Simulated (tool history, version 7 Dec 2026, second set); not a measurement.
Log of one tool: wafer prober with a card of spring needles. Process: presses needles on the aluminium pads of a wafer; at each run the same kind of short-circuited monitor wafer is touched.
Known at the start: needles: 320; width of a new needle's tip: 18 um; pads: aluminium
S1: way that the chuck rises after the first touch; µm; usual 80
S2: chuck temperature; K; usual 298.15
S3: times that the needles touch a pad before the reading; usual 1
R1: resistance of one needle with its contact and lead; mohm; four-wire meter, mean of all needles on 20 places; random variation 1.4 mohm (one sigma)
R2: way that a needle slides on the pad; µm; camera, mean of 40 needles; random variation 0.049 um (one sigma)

run     day  S1      S2  S3   R1     R2
  1       0  80  298.15   1  124  18.95
  2   0.504  80  298.15   3  124  18.93
      0.721  -- tips cleaned on abrasive film
  3   1.333  80  298.15   3  124  18.94
      1.871  -- tips cleaned on abrasive film
  4     2.4  80  298.15   3  125  18.91
       2.95  -- tips cleaned on abrasive film
  5   2.958  80  298.15   3  123  18.79
  6   3.517  80  298.15   3  120   18.8
      4.071  -- tips cleaned on abrasive film
  7   4.317  80  320.15   3  126   18.8
       5.15  -- tips cleaned on abrasive film
  8   5.312  80  298.15   1  123  18.87
  9   6.112  74  298.15   1  123  17.27
      6.279  -- tips cleaned on abrasive film
 10   7.171  80  298.15   2  123  18.73
      7.404  -- tips cleaned on abrasive film
 11   7.696  80  298.15   2  123  18.67
 12   8.421  80  341.15   1  129  18.72
       8.55  -- tips cleaned on abrasive film
 13   8.942  80  341.15   1  132  18.73
      9.162  -- gauge calibrated
      9.658  -- tips cleaned on abrasive film
 14  10.025  80  298.15   2  123  18.92
 15    10.6  80  298.15   2  122  18.92
     10.783  -- tips cleaned on abrasive film
 16  11.396  76  298.15   1  122  17.99
     11.892  -- tips cleaned on abrasive film
 17  11.912  80  322.15   1  124  18.82
 18  12.658  80  322.15   1  128  18.86
     12.988  -- tips cleaned on abrasive film
 19  13.546  75  308.15   1  124  17.65
     14.067  -- tips cleaned on abrasive film
 20  14.362  75  308.15   1  125  17.66
      15.15  -- tips cleaned on abrasive film
 21  15.212  75  308.15   1  127  17.56
 22  15.771  65  327.15   3  130  15.25
      16.25  -- tips cleaned on abrasive film
 23   16.55  65  327.15   3  131  15.28
     17.338  -- tips cleaned on abrasive film
 24  17.388  67  323.15   1  132  15.65
 25  18.321  89  314.15   1  123  20.78
     18.421  -- tips cleaned on abrasive film
 26  19.338  91  337.15   2  130  21.19
     19.562  -- tips cleaned on abrasive film
 27  19.904  91  337.15   2  124  21.17
 28  20.483  91  337.15   2  128  21.17
     20.646  -- tips cleaned on abrasive film
 29  21.038  76  317.15   2  127  17.66
     21.729  -- tips cleaned on abrasive film
 30  21.729  76  317.15   2  126  17.69
 31  22.379  76  365.15   2  134  17.55
     22.871  -- tips cleaned on abrasive film
 32  22.958  76  365.15   2  132  17.62
 33  23.479  76  332.15   1  130  17.61

Hidden state or all else? Some run-to-run changes of R2, split into what the settings, what came in and random variation would give without the hidden state, and what is left for the hidden state (with any gauge scatter that isn't in both results):
The hidden state here: debris on the tips, nm; way that the needles fall short of the set height, um; tips' diameter, um; drift of the gauge itself on contact_mohm, %; drift of the gauge itself on scrub_um, %.
Run 13 -> 14: S2 341.15 -> 298.15, S3 1 -> 2, gauge calibrated, tips cleaned on abrasive film. R2 +0.19 µm: hidden state +0.24, all else -0.05.
Run 21 -> 22: S1 75 -> 65, S2 308.15 -> 327.15, S3 1 -> 3. R2 -2.31 µm: hidden state +0, all else -2.31.
Run 24 -> 25: S1 67 -> 89, S2 323.15 -> 314.15. R2 +5.13 µm: hidden state -0.09, all else +5.22.
Run 28 -> 29: S1 91 -> 76, S2 337.15 -> 317.15, tips cleaned on abrasive film. R2 -3.51 µm: hidden state +0.05, all else -3.56.

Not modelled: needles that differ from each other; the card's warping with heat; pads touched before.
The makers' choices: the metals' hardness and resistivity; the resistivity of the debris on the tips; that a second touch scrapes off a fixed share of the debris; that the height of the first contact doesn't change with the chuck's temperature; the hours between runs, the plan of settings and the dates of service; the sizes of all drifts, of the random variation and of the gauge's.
